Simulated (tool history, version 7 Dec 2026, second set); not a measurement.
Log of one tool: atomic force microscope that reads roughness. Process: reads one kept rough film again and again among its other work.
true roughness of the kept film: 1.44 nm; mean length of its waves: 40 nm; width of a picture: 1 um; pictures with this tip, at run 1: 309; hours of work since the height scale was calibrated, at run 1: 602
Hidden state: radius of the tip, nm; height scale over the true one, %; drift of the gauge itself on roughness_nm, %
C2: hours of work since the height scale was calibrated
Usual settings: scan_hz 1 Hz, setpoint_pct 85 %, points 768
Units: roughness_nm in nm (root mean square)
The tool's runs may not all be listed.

{"run": 1, "hour": 0.0, "scan_hz": 1, "setpoint_pct": 85, "points": 768, "pictures with this tip": 309, "C2": 602, "roughness_nm": 1.206}
{"hour": 12.5, "done": "new tip fitted"}
{"run": 2, "hour": 24.9, "scan_hz": 1, "setpoint_pct": 85, "points": 768, "pictures with this tip": 9, "C2": 612, "roughness_nm": 1.247}
{"run": 3, "hour": 44.4, "scan_hz": 1, "setpoint_pct": 85, "points": 768, "pictures with this tip": 25, "C2": 620, "roughness_nm": 1.249}
{"run": 4, "hour": 79.6, "scan_hz": 1, "setpoint_pct": 85, "points": 673, "pictures with this tip": 53, "C2": 635, "roughness_nm": 1.243}
{"run": 5, "hour": 117.9, "scan_hz": 1, "setpoint_pct": 85, "points": 673, "pictures with this tip": 84, "C2": 651, "roughness_nm": 1.245}
{"run": 6, "hour": 160.0, "scan_hz": 1, "setpoint_pct": 85, "points": 768, "pictures with this tip": 117, "C2": 669, "roughness_nm": 1.235}
{"run": 7, "hour": 183.4, "scan_hz": 1, "setpoint_pct": 85, "points": 768, "pictures with this tip": 136, "C2": 679, "roughness_nm": 1.243}
{"run": 8, "hour": 217.6, "scan_hz": 1, "setpoint_pct": 85, "points": 768, "pictures with this tip": 163, "C2": 693, "roughness_nm": 1.227}
{"hour": 222.0, "done": "height scale calibrated on a step standard"}
{"run": 9, "hour": 246.7, "scan_hz": 1, "setpoint_pct": 85, "points": 768, "pictures with this tip": 186, "C2": 10, "roughness_nm": 1.23}
{"run": 10, "hour": 277.1, "scan_hz": 1, "setpoint_pct": 79, "points": 768, "pictures with this tip": 210, "C2": 23, "roughness_nm": 1.269}
{"run": 11, "hour": 315.0, "scan_hz": 0.8, "setpoint_pct": 71, "points": 687, "pictures with this tip": 240, "C2": 39, "roughness_nm": 1.311}
{"hour": 346.9, "done": "height scale calibrated on a step standard, once more"}
{"run": 12, "hour": 346.9, "scan_hz": 0.74, "setpoint_pct": 55, "points": 687, "pictures with this tip": 265, "C2": 0, "roughness_nm": 1.318}
{"run": 13, "hour": 378.4, "scan_hz": 0.74, "setpoint_pct": 55, "points": 687, "pictures with this tip": 290, "C2": 13, "roughness_nm": 1.298}
{"run": 14, "hour": 406.9, "scan_hz": 0.74, "setpoint_pct": 64, "points": 1001, "pictures with this tip": 313, "C2": 25, "roughness_nm": 1.288}
{"hour": 416.3, "done": "new tip fitted"}
{"run": 15, "hour": 440.6, "scan_hz": 0.74, "setpoint_pct": 64, "points": 1001, "pictures with this tip": 19, "C2": 39, "roughness_nm": 1.348}
{"run": 16, "hour": 470.9, "scan_hz": 0.74, "setpoint_pct": 64, "points": 1001, "pictures with this tip": 43, "C2": 52, "roughness_nm": 1.34}
{"run": 17, "hour": 506.4, "scan_hz": 0.66, "setpoint_pct": 69, "points": 258, "pictures with this tip": 72, "C2": 66, "roughness_nm": 1.32}

Hidden state at the last listed run before each entry between runs and at the first one after, where it differs:
Between runs 1 and 2: new tip fitted (hour 12.5)
  radius of the tip, nm: 23.5 -> 10.9; height scale over the true one, %: 1.27 -> 1.29
  measured less the result without the state, roughness_nm: -0.04 -> +0.012 nm (root mean square)
Between runs 8 and 9: height scale calibrated on a step standard (hour 222)
  radius of the tip, nm: 17.6 -> 18.6; height scale over the true one, %: 1.47 -> 2.23
  measured less the result without the state, roughness_nm: -0.014 -> -0.009 nm (root mean square)
Between runs 11 and 12: height scale calibrated on a step standard, once more (hour 346.9)
  radius of the tip, nm: 20.8 -> 21.9; height scale over the true one, %: 2.3 -> -0.07
  measured less the result without the state, roughness_nm: -0.018 -> -0.055 nm (root mean square)
Between runs 14 and 15: new tip fitted (hour 416.3)
  radius of the tip, nm: 23.9 -> 10.9; height scale over the true one, %: -0.01 -> 0.02
  measured less the result without the state, roughness_nm: -0.061 -> -0.004 nm (root mean square)
